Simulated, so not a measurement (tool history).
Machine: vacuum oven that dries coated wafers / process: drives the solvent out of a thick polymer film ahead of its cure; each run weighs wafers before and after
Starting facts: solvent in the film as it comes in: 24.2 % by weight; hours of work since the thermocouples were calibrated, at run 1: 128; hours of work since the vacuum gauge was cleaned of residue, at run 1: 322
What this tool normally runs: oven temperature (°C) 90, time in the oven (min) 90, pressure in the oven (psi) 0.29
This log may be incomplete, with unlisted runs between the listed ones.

run	hour	oven temperature (°C)	time in the oven (min)	pressure in the oven (psi)	hours of work since the thermocouples were calibrated	hours of work since the vacuum gauge was cleaned of residue	solvent left in the film (%)
1	0	90	90	0.29	128	322	2.12
2	84.4	90	90	0.643	162	356	3.71
3	144.9	90	90	0.643	186	381	3.69
4	229.4	90	90	0.643	220	415	3.64
5	319.6	85	90	0.29	257	451	3.6
6	421.7	85	90	0.29	298	493	3.5
7	482.7	90	58	0.29	323	517	3.53
8	546.2	90	58	0.29	349	543	3.48
# hour 557.1: vacuum gauge cleaned of residue and calibrated
9	644.8	90	58	0.29	388	35	3.55
10	726.1	90	58	0.29	421	68	3.6
11	789	90	58	0.29	446	94	3.58
12	864.9	78	70	0.429	477	125	9.21
13	963.7	88	70	0.28	517	165	3.47
# hour 1075.3: vacuum gauge cleaned of residue and calibrated, once more
14	1077.3	82	56	0.484	562	1	8.12
15	1147.4	88	134	1.07	591	29	5.3
16	1275.1	90	145	0.165	642	81	0.86
17	1398.5	96	67	0.252	692	131	1.24
18	1510.5	86	53	0.178	738	176	4.94
19	1609.2	86	53	0.178	777	216	4.93

Below, each run's measurement less what the same run would have read without the hidden state. Both values contain the same run-to-run variation, but the gauge's scatter may not be the same in both:
Hidden conditions of the tool in this case: true wafer temperature over the reading, C; true pressure over the reading, kPa; drift of the gauge itself on solvent_pct, %.
run	solvent left in the film (%)
1	-0.03
2	-0.06
3	-0.07
4	-0.07
5	-0.16
6	-0.18
7	-0.22
8	-0.23
9	-0.18
10	-0.19
11	-0.22
12	-0.39
13	-0.22
14	-0.73
15	-0.35
16	-0.07
17	-0.2
18	-0.79
19	-0.81

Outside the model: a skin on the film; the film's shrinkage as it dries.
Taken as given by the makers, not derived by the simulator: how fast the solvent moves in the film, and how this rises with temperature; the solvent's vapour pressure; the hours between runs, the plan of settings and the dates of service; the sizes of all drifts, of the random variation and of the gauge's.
